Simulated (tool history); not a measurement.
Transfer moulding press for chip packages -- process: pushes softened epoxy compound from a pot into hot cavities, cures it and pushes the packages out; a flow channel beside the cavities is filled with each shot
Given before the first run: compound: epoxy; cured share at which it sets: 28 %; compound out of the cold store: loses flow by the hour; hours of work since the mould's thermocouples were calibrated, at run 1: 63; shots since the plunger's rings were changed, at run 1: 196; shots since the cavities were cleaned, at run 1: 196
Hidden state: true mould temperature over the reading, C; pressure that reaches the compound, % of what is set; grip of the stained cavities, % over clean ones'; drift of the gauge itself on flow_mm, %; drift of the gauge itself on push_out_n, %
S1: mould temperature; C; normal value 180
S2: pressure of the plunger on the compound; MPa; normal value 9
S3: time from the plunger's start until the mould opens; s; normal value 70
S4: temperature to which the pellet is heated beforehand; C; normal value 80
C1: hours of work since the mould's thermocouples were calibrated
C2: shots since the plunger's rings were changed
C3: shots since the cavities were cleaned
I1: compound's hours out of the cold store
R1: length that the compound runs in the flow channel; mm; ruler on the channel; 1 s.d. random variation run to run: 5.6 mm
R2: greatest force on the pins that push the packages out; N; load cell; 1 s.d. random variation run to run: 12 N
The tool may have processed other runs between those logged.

| run | hour | S1 | S2 | S3 | S4 | C1 | C2 | C3 | I1 | R1 | R2 |
|---|---|---|---|---|---|---|---|---|---|---|---|
| 1 | 0 | 180 | 9 | 70 | 80 | 63 | 196 | 196 | 46.2 | 643 | 635 |
| 2 | 27.2 | 180 | 9 | 70 | 80 | 79 | 564 | 564 | 42.5 | 645 | 723 |
|  | 48.7 | cavities cleaned with cleaning compound and waxed |
| 3 | 60.1 | 180 | 9 | 70 | 80 | 98 | 988 | 154 | 44.6 | 636 | 637 |
| 4 | 100.5 | 180 | 9 | 70 | 80 | 123 | 1534 | 700 | 12.1 | 702 | 806 |
|  | 107.5 | mould's thermocouples calibrated |
|  | 114 | cavities cleaned with cleaning compound and waxed |
| 5 | 158.1 | 180 | 9 | 70 | 80 | 30 | 2266 | 597 | 36.5 | 641 | 730 |
|  | 174.8 | cavities cleaned with cleaning compound and waxed |
| 6 | 182.7 | 176 | 9 | 70 | 80 | 44 | 2578 | 107 | 30.6 | 668 | 813 |
| 7 | 222.2 | 180 | 9 | 70 | 80 | 68 | 3113 | 642 | 14.1 | 685 | 772 |
|  | 237.4 | cavities cleaned with cleaning compound and waxed |
| 8 | 266.2 | 172 | 7.36 | 50 | 85 | 94 | 3687 | 389 | 27.4 | 611 | 2340 |
| 9 | 293.9 | 185 | 9.02 | 70 | 85 | 111 | 4062 | 764 | 45.1 | 590 | 609 |
|  | 299.5 | cavities cleaned with cleaning compound and waxed |
| 10 | 338.2 | 180 | 9 | 54 | 75 | 137 | 4641 | 523 | 23.8 | 644 | 1541 |
|  | 362.4 | cavities cleaned with cleaning compound and waxed |
| 11 | 386.8 | 186 | 9 | 56 | 80 | 165 | 5277 | 330 | 10.9 | 648 | 821 |
|  | 423.8 | cavities cleaned with cleaning compound and waxed |
|  | 429.7 | mould's thermocouples calibrated, once more |
| 12 | 431.5 | 186 | 9 | 56 | 80 | 1 | 5834 | 76 | 35.3 | 600 | 719 |
| 13 | 461.4 | 186 | 9 | 56 | 80 | 19 | 6239 | 481 | 29 | 607 | 912 |

Difference, measured minus no-hidden-state, one row per run. Run-to-run variation is common to both terms; the gauge's own scatter need not be:
| run | R1 | R2 |
|---|---|---|
| 1 | -3 | +90 |
| 2 | -7 | +178 |
| 3 | -10 | +85 |
| 4 | -18 | +221 |
| 5 | -24 | +180 |
| 6 | -29 | +76 |
| 7 | -35 | +198 |
| 8 | -38 | +509 |
| 9 | -40 | +171 |
| 10 | -51 | +369 |
| 11 | -59 | +151 |
| 12 | -59 | +49 |
| 13 | -64 | +222 |

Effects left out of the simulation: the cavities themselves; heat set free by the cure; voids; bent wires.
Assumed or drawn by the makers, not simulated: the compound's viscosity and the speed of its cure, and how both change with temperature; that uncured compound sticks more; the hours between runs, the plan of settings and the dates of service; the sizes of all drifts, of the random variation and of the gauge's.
